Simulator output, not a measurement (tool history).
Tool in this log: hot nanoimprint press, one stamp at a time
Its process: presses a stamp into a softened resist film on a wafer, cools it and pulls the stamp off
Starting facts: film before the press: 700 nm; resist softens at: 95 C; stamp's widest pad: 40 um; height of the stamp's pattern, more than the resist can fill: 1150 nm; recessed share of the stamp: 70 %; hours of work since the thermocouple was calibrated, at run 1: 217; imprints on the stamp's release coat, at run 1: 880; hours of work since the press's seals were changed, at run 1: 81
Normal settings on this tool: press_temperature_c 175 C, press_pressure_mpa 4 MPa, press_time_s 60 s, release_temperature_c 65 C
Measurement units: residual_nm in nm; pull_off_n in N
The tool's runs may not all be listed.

run	hour	press_temperature_c	press_pressure_mpa	press_time_s	release_temperature_c	hours of work since the thermocouple was calibrated	imprints on the stamp's release coat	hours of work since the press's seals were changed	residual_nm	pull_off_n
1	0	175	4	60	65	217	880	81	259.1	263
2	22.9	175	4	60	65	231	987	95	258.6	267
3	43.6	175	4	60	65	244	1083	108	259.8	272
4	69.8	175	4	60	65	261	1205	125	258.5	270
5	97.9	175	4	60	65	279	1336	143	257.8	276
6	124.8	175	4	60	65	296	1461	160	259.7	279
7	147.6	185	4	60	65	310	1567	174	194.9	277
8	173.1	185	4	60	65	326	1686	190	198.1	293
9	187	175	5.33	60	65	335	1751	199	224.2	295
10	198.6	175	4	60	65	343	1805	207	258.9	290
# hour 203.2: plate thermocouple calibrated
11	223.3	175	4	60	65	13	1906	220	256.1	283
12	247.2	175	4	60	65	28	2017	236	253.7	293
# hour 265.3: plate thermocouple calibrated, once more
13	269.5	175	4	60	65	3	2107	248	264.5	302
# hour 278.9: stamp cleaned and given a new release coat
14	295.1	175	4	60	57	15	75	260	267.3	290
15	309.1	175	4	60	65	24	140	269	266	238
16	334.2	175	4	60	65	40	257	285	264.4	240
17	354.5	185	3.91	33	59	53	351	298	263	285
18	379.6	169	3.91	68	55	69	468	314	303.2	301
19	407.9	169	4	60	65	87	600	332	311	250
20	422.6	175	5.98	34	71	96	668	341	277.3	226
21	438	177	4	37	65	106	740	351	304.6	268
22	458.4	175	4	70	65	119	835	364	248.4	268
23	470.7	175	4.38	70	62	127	892	372	237.3	279
24	498.8	175	2.71	60	65	144	1023	389	313.8	271
25	523.7	175	2.86	60	65	160	1139	405	306.1	264
26	543.5	186	5.31	62	69	173	1231	418	167.1	249
27	559.3	184	4.22	62	69	183	1305	428	195.6	253
28	586	184	4.22	62	69	200	1429	445	197.7	256
29	603.1	187	3.01	80	68	211	1509	456	190.6	258

Alternative continuations, all from the tool just after run 29; predict every row:
A	620.7	175	4	44	65	222	1591	467	?	?
B	620.7	187	3.01	116	58	222	1591	467	?	?
C	620.7	172	3.47	80	68	222	1591	467	?	?

run	residual_nm	pull_off_n
A	297.5	292
B	161.6	325
C	270.7	262
Without the tool's hidden state the same runs would have given:
run	residual_nm	pull_off_n
A	300.9	245
B	163.6	271
C	274.5	220
